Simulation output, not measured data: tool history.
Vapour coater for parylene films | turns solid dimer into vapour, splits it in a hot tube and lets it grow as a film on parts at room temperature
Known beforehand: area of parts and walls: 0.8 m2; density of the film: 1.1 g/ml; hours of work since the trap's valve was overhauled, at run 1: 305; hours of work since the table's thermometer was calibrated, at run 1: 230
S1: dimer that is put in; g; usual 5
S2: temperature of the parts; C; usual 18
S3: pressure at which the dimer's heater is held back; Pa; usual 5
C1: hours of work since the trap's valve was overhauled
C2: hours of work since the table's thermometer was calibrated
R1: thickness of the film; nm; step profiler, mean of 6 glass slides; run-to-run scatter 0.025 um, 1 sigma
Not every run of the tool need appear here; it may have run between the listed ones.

| run | hour | S1 | S2 | S3 | C1 | C2 | R1 |
|---|---|---|---|---|---|---|---|
| 1 | 0 | 5 | 18 | 5 | 305 | 230 | 2530 |
| 2 | 8.4 | 5 | 18 | 3.83 | 309 | 235 | 2690 |
| 3 | 17.9 | 5 | 16 | 5 | 314 | 240 | 2650 |
| 4 | 34.4 | 5 | 16 | 5 | 323 | 248 | 2590 |
| 5 | 52.6 | 5 | 16 | 5 | 332 | 258 | 2570 |
|  | 54.9 | table's thermometer calibrated |
| 6 | 65.8 | 5 | 16 | 2.97 | 339 | 6 | 2850 |
| 7 | 83 | 5 | 16 | 2.97 | 348 | 15 | 2890 |
|  | 92.8 | table's thermometer calibrated, once more |
| 8 | 101.8 | 5 | 16 | 2.97 | 357 | 5 | 2920 |
| 9 | 117.8 | 2 | 18 | 5 | 366 | 13 | 990 |
| 10 | 130.6 | 5 | 16 | 5 | 372 | 20 | 2560 |
| 11 | 146 | 5 | 18 | 10.15 | 381 | 28 | 2090 |
| 12 | 161.3 | 5 | 16 | 8.35 | 389 | 36 | 2320 |
| 13 | 173.6 | 8 | 16 | 8.18 | 395 | 43 | 3680 |
|  | 189.3 | trap's valve overhauled |
| 14 | 196.2 | 8 | 27 | 8.18 | 4 | 52 | 3580 |
| 15 | 213.1 | 3 | 13 | 3.78 | 13 | 61 | 2020 |
| 16 | 227.3 | 5 | 18 | 6.49 | 20 | 69 | 2690 |
| 17 | 240.6 | 5 | 18 | 6.49 | 27 | 76 | 2700 |

3 options for the next run, each taken on its own from the tool as it stands now. Forecast them:
| A | 260.8 | 6 | 17 | 5 | 38 | 86 | ? |
| B | 260.8 | 5 | 18 | 6.6 | 38 | 86 | ? |
| C | 260.8 | 6 | 18 | 6.49 | 38 | 86 | ? |

| run | R1 |
|---|---|
| A | 3490 |
| B | 2650 |
| C | 3180 |
Take away the tool's hidden state, keep each run's random variation, and the runs would have read:
| run | R1 |
|---|---|
| A | 3540 |
| B | 2690 |
| C | 3230 |

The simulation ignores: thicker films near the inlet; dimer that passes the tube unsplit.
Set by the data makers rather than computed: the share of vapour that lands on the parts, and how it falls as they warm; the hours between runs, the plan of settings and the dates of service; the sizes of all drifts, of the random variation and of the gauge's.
